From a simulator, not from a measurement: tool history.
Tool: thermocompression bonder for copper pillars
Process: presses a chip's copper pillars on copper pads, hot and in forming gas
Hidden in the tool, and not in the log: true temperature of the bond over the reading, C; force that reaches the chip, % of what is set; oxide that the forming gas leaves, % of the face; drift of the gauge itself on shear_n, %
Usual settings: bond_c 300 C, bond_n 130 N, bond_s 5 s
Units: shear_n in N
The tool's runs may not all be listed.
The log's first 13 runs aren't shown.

run	day	bond_c	bond_n	bond_s	hours of work since the heater was calibrated	hours of work since the force cell was calibrated	hours of work since the gas filter was changed	shear_n
14	27.317	300	130	7	731	1366	89	60.3
15	29.367	300	130	5	752	1387	110	53.0
16	31.212	300	130	5	772	1407	130	52.9
# day 32.933: heater calibrated with a thermocouple chip
17	34.008	300	130	5	11	1435	158	56.1
# day 34.267: force cell calibrated
18	36.321	300	130	5	35	22	182	55.7
19	38.167	300	130	5	54	41	201	56.0
20	39.721	316	181	8	71	57	217	87.8
21	40.979	323	127	5	84	70	231	70.6
# day 41.521: force cell calibrated, once more
22	43.567	318	127	4	110	21	257	59.1
23	45.871	300	130	9	134	46	281	63.6
24	47.679	300	130	9	153	65	300	63.6
25	50.654	300	130	5	185	96	331	51.1
26	52.912	284	130	5	208	119	355	42.0
27	54.492	275	130	5	225	136	372	35.8
28	56.638	300	130	8	247	158	394	60.3
29	57.983	300	130	8	261	173	408	59.9
30	61.033	300	130	8	293	205	440	60.1
31	62.875	273	169	3	313	224	459	33.7
32	64.396	327	124	3	329	240	475	56.7
# day 66.371: forming gas filter changed
33	66.404	316	132	11	349	261	0	81.4
34	69.067	288	86	4	377	289	28	31.4
35	71.525	317	116	7	403	314	54	67.6
36	74.179	300	192	4	431	342	82	60.7
37	76.475	300	89	9	455	366	106	51.7
38	78.412	300	146	5	475	387	126	56.5

Forecast each of these 5 alternatives for the next run:
A	80.679	298	104	9	499	410	150	?
B	80.679	304	153	12	499	410	150	?
C	80.679	300	130	14	499	410	150	?
D	80.679	298	153	5	499	410	150	?
E	80.679	284	146	6	499	410	150	?

run	shear_n
A	55.0
B	78.1
C	72.6
D	56.5
E	48.4
Without the tool's hidden state the same runs would have given:
run	shear_n
A	57.1
B	80.8
C	75.2
D	58.8
E	50.5

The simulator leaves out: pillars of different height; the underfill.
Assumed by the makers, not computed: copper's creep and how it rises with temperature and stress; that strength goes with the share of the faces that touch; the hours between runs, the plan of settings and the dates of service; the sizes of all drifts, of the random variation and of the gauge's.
